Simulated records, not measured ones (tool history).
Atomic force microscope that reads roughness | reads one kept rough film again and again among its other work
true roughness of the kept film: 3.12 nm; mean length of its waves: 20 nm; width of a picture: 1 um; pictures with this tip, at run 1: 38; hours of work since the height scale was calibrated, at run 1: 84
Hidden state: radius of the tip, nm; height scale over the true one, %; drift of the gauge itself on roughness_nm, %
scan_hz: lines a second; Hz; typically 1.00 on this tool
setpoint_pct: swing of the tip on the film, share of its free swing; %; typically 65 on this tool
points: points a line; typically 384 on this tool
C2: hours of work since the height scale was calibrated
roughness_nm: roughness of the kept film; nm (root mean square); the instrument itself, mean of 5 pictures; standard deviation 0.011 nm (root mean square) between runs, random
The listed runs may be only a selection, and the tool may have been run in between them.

Run 1, hour 0.0: usual settings; pictures with this tip 38; C2 84. Result: roughness_nm 1.931 nm (root mean square).
Run 2, hour 6.7: usual settings; pictures with this tip 45; C2 88. Result: roughness_nm 1.882 nm (root mean square).
Run 3, hour 14.4: usual settings; pictures with this tip 54; C2 92. Result: roughness_nm 1.806 nm (root mean square).
Run 4, hour 21.9: usual settings; pictures with this tip 62; C2 96. Result: roughness_nm 1.749 nm (root mean square).
Run 5, hour 29.6: usual settings; pictures with this tip 71; C2 100. Result: roughness_nm 1.696 nm (root mean square).
Run 6, hour 37.8: usual settings; pictures with this tip 80; C2 105. Result: roughness_nm 1.624 nm (root mean square).
Run 7, hour 42.1: usual settings; pictures with this tip 85; C2 107. Result: roughness_nm 1.589 nm (root mean square).
Run 8, hour 49.4: usual settings; pictures with this tip 93; C2 111. Result: roughness_nm 1.552 nm (root mean square).
At hour 56.3: new tip fitted.
Run 9, hour 59.7: usual settings; pictures with this tip 4; C2 116. Result: roughness_nm 2.397 nm (root mean square).
Run 10, hour 68.7: usual settings but scan_hz 2.27 Hz; pictures with this tip 14; C2 121. Result: roughness_nm 2.191 nm (root mean square).
Run 11, hour 74.6: usual settings but scan_hz 1.97 Hz, points 680; pictures with this tip 20; C2 124. Result: roughness_nm 2.156 nm (root mean square).
At hour 76.3: height scale calibrated on a step standard.
Run 12, hour 85.8: usual settings but setpoint_pct 62 %; pictures with this tip 31; C2 5. Result: roughness_nm 2.074 nm (root mean square).
Run 13, hour 90.5: usual settings but scan_hz 1.08 Hz, setpoint_pct 70 %; pictures with this tip 37; C2 8. Result: roughness_nm 1.983 nm (root mean square).
At hour 92.5: height scale calibrated on a step standard, once more.
Run 14, hour 100.2: usual settings but scan_hz 3.14 Hz, setpoint_pct 81 %, points 453; pictures with this tip 46; C2 4. Result: roughness_nm 1.611 nm (root mean square).
Run 15, hour 107.0: usual settings but scan_hz 0.62 Hz, setpoint_pct 55 %, points 335; pictures with this tip 54; C2 8. Result: roughness_nm 1.868 nm (root mean square).
Run 16, hour 112.7: usual settings but scan_hz 2.67 Hz, setpoint_pct 77 %, points 517; pictures with this tip 60; C2 11. Result: roughness_nm 1.600 nm (root mean square).
Run 17, hour 122.4: usual settings but scan_hz 3.65 Hz, setpoint_pct 74 %, points 374; pictures with this tip 71; C2 16. Result: roughness_nm 1.479 nm (root mean square).
Run 18, hour 129.0: usual settings but scan_hz 3.65 Hz, setpoint_pct 74 %, points 374; pictures with this tip 78; C2 20. Result: roughness_nm 1.442 nm (root mean square).

Predict each of these 3 candidate next runs independently; none follows another, all start after run 18:
Run A, hour 135.1: usual settings but scan_hz 2.90 Hz, setpoint_pct 74 %, points 374; pictures with this tip 85; C2 23. Result: roughness_nm ?.
Run B, hour 135.1: usual settings but scan_hz 3.65 Hz, setpoint_pct 74 %, points 259; pictures with this tip 85; C2 23. Result: roughness_nm ?.
Run C, hour 135.1: usual settings but scan_hz 3.65 Hz, setpoint_pct 74 %, points 333; pictures with this tip 85; C2 23. Result: roughness_nm ?.

run  roughness_nm
  A         1.450
  B         1.381
  C         1.406
Take away the tool's hidden state, keep each run's random variation, and the runs would have read:
run  roughness_nm
  A         2.182
  B         2.075
  C         2.112

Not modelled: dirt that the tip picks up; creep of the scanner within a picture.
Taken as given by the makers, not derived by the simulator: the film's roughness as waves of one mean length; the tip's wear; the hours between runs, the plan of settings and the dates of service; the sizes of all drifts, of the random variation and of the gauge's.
